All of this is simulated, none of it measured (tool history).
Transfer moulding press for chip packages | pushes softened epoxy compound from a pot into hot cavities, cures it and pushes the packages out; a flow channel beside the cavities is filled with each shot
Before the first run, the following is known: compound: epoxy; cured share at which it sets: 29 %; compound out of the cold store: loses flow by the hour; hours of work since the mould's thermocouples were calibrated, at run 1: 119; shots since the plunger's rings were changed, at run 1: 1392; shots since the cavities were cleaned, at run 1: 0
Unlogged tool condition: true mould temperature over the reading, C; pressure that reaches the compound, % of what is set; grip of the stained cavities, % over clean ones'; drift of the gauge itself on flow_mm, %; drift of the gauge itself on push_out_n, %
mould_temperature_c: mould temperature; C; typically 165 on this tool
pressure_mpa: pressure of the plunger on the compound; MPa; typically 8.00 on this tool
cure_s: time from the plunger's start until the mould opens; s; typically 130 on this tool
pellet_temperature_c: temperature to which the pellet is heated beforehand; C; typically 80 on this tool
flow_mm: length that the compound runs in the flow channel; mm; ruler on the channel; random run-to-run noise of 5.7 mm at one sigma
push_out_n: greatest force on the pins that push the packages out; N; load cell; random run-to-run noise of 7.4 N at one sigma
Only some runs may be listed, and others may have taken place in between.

run,hour,mould_temperature_c,pressure_mpa,cure_s,pellet_temperature_c,hours of work since the mould's thermocouples were calibrated,shots since the plunger's rings were changed,shots since the cavities were cleaned,incoming compound's hours out of the cold store,flow_mm,push_out_n
1,0.0,165,8.00,130,80,119,1392,0,39.2,534,310
2,10.4,165,8.00,130,80,126,1501,109,21.8,561,354
3,24.6,165,8.00,130,80,136,1651,259,43.3,523,372
4,30.5,158,8.00,130,80,140,1713,321,39.9,550,609
5,37.6,165,8.00,130,80,145,1787,395,44.4,517,405
6,47.6,165,8.00,130,80,152,1892,500,17.7,573,436
7,54.1,165,8.00,130,80,156,1961,569,36.3,535,436
8,61.9,165,8.00,130,80,162,2044,652,25.3,562,472
9,76.2,165,8.00,130,80,172,2194,802,47.3,518,470
10,89.1,165,8.00,130,80,181,2329,937,46.8,505,487
11,97.5,165,8.00,130,80,187,2419,1027,45.6,508,497
# hour 101.9: cavities cleaned with cleaning compound and waxed
12,109.8,165,8.00,130,80,194,2532,83,30.7,539,340
13,121.5,170,6.92,130,80,202,2655,206,46.2,462,329
14,131.1,170,6.92,127,72,209,2756,307,18.4,508,343
15,142.9,173,8.00,130,80,217,2880,431,31.8,522,357
16,154.1,173,8.00,130,80,225,2998,549,45.2,491,373
17,161.1,173,8.00,130,80,230,3072,623,37.3,500,375
18,170.6,173,8.00,130,80,236,3172,723,47.3,484,397
19,181.3,165,8.00,139,88,244,3285,836,26.8,542,444
20,194.0,165,8.00,139,88,253,3418,969,17.4,549,474
# hour 203.9: cavities cleaned with cleaning compound and waxed
21,206.2,165,8.00,150,87,260,3531,24,13.8,567,297

Below are 4 alternative next runs, each starting from the tool's condition after run 21. Predict each:
A,220.8,165,8.00,134,73,270,3685,178,24.0,?,?
B,220.8,165,9.19,123,80,270,3685,178,30.3,?,?
C,220.8,170,8.00,130,80,270,3685,178,27.9,?,?
D,220.8,165,6.25,130,80,270,3685,178,25.3,?,?

run,flow_mm,push_out_n
A,543,364
B,570,395
C,526,325
D,484,377
Without the tool's hidden state the same runs would have given:
run,flow_mm,push_out_n
A,580,303
B,610,325
C,562,276
D,518,313
